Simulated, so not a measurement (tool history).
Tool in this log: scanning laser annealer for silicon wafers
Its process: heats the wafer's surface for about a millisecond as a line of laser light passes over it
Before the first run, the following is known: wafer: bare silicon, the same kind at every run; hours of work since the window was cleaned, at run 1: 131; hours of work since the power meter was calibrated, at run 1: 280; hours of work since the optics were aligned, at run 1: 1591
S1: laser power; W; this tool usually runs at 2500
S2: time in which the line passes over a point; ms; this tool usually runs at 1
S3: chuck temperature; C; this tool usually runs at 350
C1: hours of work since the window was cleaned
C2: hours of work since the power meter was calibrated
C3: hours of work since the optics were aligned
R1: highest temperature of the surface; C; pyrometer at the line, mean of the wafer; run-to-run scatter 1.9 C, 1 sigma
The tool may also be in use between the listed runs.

| run | hour | S1 | S2 | S3 | C1 | C2 | C3 | R1 |
|---|---|---|---|---|---|---|---|---|
| 1 | 0 | 2500 | 1 | 350 | 131 | 280 | 1591 | 1094 |
| 2 | 14.7 | 2500 | 1 | 350 | 142 | 291 | 1602 | 1093 |
| 3 | 25.2 | 2500 | 1 | 360 | 150 | 298 | 1610 | 1102 |
| 4 | 34.6 | 2500 | 1 | 350 | 157 | 305 | 1617 | 1089 |
| 5 | 43.8 | 2500 | 1 | 342 | 163 | 312 | 1624 | 1081 |
| 6 | 57.4 | 2500 | 1 | 342 | 174 | 322 | 1634 | 1081 |
| 7 | 72.8 | 2500 | 1 | 342 | 185 | 334 | 1645 | 1084 |
| 8 | 89.1 | 2500 | 1 | 342 | 197 | 346 | 1657 | 1080 |
| 9 | 101.8 | 2500 | 1 | 342 | 206 | 355 | 1667 | 1081 |
| 10 | 108.9 | 2500 | 1 | 342 | 212 | 360 | 1672 | 1075 |
| 11 | 116.7 | 2500 | 1 | 342 | 217 | 366 | 1678 | 1079 |
| 12 | 125.2 | 2500 | 1 | 326 | 224 | 372 | 1684 | 1060 |
| 13 | 141.2 | 2500 | 1 | 326 | 236 | 384 | 1696 | 1058 |
| 14 | 152.7 | 2500 | 1.01 | 350 | 244 | 393 | 1704 | 1087 |
| 15 | 162.7 | 2500 | 1.16 | 350 | 252 | 400 | 1712 | 1149 |
| 16 | 176.9 | 2500 | 1.16 | 350 | 262 | 411 | 1722 | 1148 |
|  | 183.1 | optics aligned, line set to its width |
| 17 | 188.9 | 2500 | 1 | 350 | 267 | 416 | 4 | 1076 |
| 18 | 200.3 | 2500 | 1.25 | 350 | 276 | 424 | 13 | 1178 |
| 19 | 210.2 | 2500 | 1.25 | 350 | 283 | 432 | 20 | 1177 |
| 20 | 217.8 | 2500 | 1.25 | 350 | 289 | 437 | 26 | 1175 |
| 21 | 233.3 | 2500 | 1.25 | 350 | 300 | 449 | 37 | 1175 |
| 22 | 240 | 2161 | 0.92 | 333 | 305 | 454 | 42 | 929 |
| 23 | 249.6 | 2636 | 0.92 | 333 | 312 | 461 | 49 | 1060 |
| 24 | 259.6 | 2358 | 1.08 | 340 | 320 | 468 | 57 | 1053 |
| 25 | 270 | 2227 | 0.93 | 346 | 327 | 476 | 64 | 962 |
| 26 | 279 | 2227 | 1.12 | 362 | 334 | 483 | 71 | 1051 |
|  | 285.4 | optics aligned, line set to its width, once more |
| 27 | 298 | 2227 | 0.97 | 374 | 344 | 493 | 9 | 1021 |
| 28 | 308 | 2175 | 1 | 350 | 352 | 500 | 17 | 996 |
| 29 | 323.6 | 2717 | 1 | 350 | 363 | 512 | 28 | 1154 |
| 30 | 332.3 | 2717 | 1 | 350 | 370 | 519 | 35 | 1149 |
| 31 | 342.2 | 2254 | 0.7 | 351 | 377 | 526 | 42 | 889 |
| 32 | 352.5 | 2254 | 0.7 | 351 | 385 | 533 | 50 | 887 |
| 33 | 367.1 | 2713 | 1 | 350 | 396 | 544 | 60 | 1145 |
| 34 | 376.3 | 2536 | 0.76 | 380 | 402 | 551 | 67 | 1016 |
| 35 | 388.9 | 2189 | 1.06 | 374 | 412 | 560 | 77 | 1039 |
|  | 394.7 | window over the wafer cleaned |
| 36 | 402.5 | 2189 | 1.06 | 374 | 6 | 569 | 85 | 1068 |
| 37 | 411.2 | 2500 | 1 | 354 | 12 | 575 | 92 | 1118 |
| 38 | 427.2 | 2719 | 0.92 | 365 | 24 | 587 | 104 | 1157 |
| 39 | 437.5 | 2519 | 1 | 365 | 32 | 595 | 111 | 1135 |
| 40 | 450.9 | 2500 | 0.96 | 318 | 42 | 605 | 121 | 1064 |
| 41 | 461.3 | 2133 | 0.96 | 318 | 49 | 613 | 129 | 952 |

The logged runs with the hidden state left out (each run's random variation unchanged):
The tool's hidden condition here consists of: light that passes the window, % of a clean one's; laser's true power over the reading, %; width of the line over the set one, %; drift of the gauge itself on peak_c, C.
| run | R1 |
|---|---|
| 1 | 1120 |
| 2 | 1121 |
| 3 | 1130 |
| 4 | 1118 |
| 5 | 1111 |
| 6 | 1111 |
| 7 | 1115 |
| 8 | 1112 |
| 9 | 1114 |
| 10 | 1109 |
| 11 | 1113 |
| 12 | 1095 |
| 13 | 1094 |
| 14 | 1124 |
| 15 | 1189 |
| 16 | 1189 |
| 17 | 1118 |
| 18 | 1228 |
| 19 | 1227 |
| 20 | 1226 |
| 21 | 1227 |
| 22 | 967 |
| 23 | 1107 |
| 24 | 1100 |
| 25 | 1003 |
| 26 | 1097 |
| 27 | 1048 |
| 28 | 1023 |
| 29 | 1189 |
| 30 | 1184 |
| 31 | 913 |
| 32 | 912 |
| 33 | 1183 |
| 34 | 1047 |
| 35 | 1072 |
| 36 | 1070 |
| 37 | 1121 |
| 38 | 1161 |
| 39 | 1140 |
| 40 | 1069 |
| 41 | 957 |
